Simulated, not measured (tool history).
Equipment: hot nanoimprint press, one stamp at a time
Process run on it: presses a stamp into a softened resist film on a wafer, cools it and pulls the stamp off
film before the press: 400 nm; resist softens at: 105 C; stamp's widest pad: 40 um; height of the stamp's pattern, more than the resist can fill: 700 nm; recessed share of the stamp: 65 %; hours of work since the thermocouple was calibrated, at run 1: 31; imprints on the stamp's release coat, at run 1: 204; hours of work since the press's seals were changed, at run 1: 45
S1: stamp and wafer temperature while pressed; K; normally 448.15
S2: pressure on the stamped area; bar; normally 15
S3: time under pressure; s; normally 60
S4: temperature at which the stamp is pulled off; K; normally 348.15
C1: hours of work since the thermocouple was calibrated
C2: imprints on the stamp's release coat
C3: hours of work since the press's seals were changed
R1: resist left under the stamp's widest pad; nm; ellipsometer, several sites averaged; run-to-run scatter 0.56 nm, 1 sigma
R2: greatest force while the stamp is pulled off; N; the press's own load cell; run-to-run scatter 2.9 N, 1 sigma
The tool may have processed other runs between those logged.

run,hour,S1,S2,S3,S4,C1,C2,C3,R1,R2
1,0,448.15,15,60,348.15,31,204,45,230.1,149
2,5.8,448.15,15,60,342.15,35,217,48,231.2,160
3,13.2,437.15,15,60,342.15,39,234,53,329.7,153
4,19.2,448.15,15,60,348.15,43,248,57,230,146
5,26.2,448.15,15,60,348.15,47,264,61,230.7,149
6,36.2,448.15,15,60,348.15,53,286,67,229.3,146
7,43.6,448.15,15,60,348.15,57,303,71,229.7,146
8,51.9,448.15,15,60,348.15,63,322,76,229.2,149
9,56.1,448.15,23.5,60,348.15,65,331,79,186.9,150
# hour 59.8: plate thermocouple calibrated
10,64.9,448.15,23.5,60,348.15,3,344,82,186.3,146
11,73,448.15,23.5,60,348.15,8,363,87,186.8,153
12,78.9,448.15,23.5,60,348.15,12,376,91,186.5,153
# hour 84.8: plate thermocouple calibrated, once more
13,91.2,448.15,14,60,348.15,4,397,97,237.7,156
14,100.2,448.15,17.5,60,348.15,9,417,102,215.9,153
15,105.1,448.15,17.5,60,348.15,12,429,105,215.7,152
16,111.2,438.15,15,60,348.15,16,442,109,321.6,155
17,117.8,448.15,15,60,348.15,20,457,113,230.9,159
18,127,448.15,19.2,71,353.15,26,478,118,195.6,149
19,131.7,441.15,15,60,352.15,28,489,121,294.3,146
20,139.8,448.15,15,40,348.15,33,507,126,259.1,159
21,150,448.15,18.4,40,339.15,39,530,132,239.6,172
22,154.8,455.15,14.3,40,349.15,42,541,135,205.1,160
23,160.7,448.15,21.7,76,348.15,46,554,139,179.5,157
24,167.6,448.15,21.7,76,348.15,50,570,143,179.2,157
25,176.1,441.15,9.4,76,349.15,55,589,148,320.6,164
26,181.4,441.15,9.4,76,349.15,58,601,151,318.6,163
27,190.2,441.15,9.4,44,349.15,64,621,156,346.7,159
28,195.3,448.15,20.6,60,342.15,67,633,159,199.1,175
29,204.1,455.15,21.8,94,338.15,72,653,165,120,187

Consider 5 possible next runs. They are alternatives, not a sequence: every one starts from the tool as it was left by run 29. What does each give?
A,210.9,441.15,15,37,348.15,76,668,169,?,?
B,210.9,457.15,15,60,348.15,76,668,169,?,?
C,210.9,448.15,20.6,74,340.15,76,668,169,?,?
D,210.9,449.15,21.8,60,343.15,76,668,169,?,?
E,210.9,442.15,21.8,94,339.15,76,668,169,?,?

run,R1,R2
A,322.4,165
B,158.8,168
C,184.6,176
D,184.9,170
E,219.2,174
Stripped of hidden state, with their random variation kept, the same runs would have yielded:
run,R1,R2
A,321.5,136
B,157.9,139
C,183.5,146
D,183.8,141
E,217.9,144

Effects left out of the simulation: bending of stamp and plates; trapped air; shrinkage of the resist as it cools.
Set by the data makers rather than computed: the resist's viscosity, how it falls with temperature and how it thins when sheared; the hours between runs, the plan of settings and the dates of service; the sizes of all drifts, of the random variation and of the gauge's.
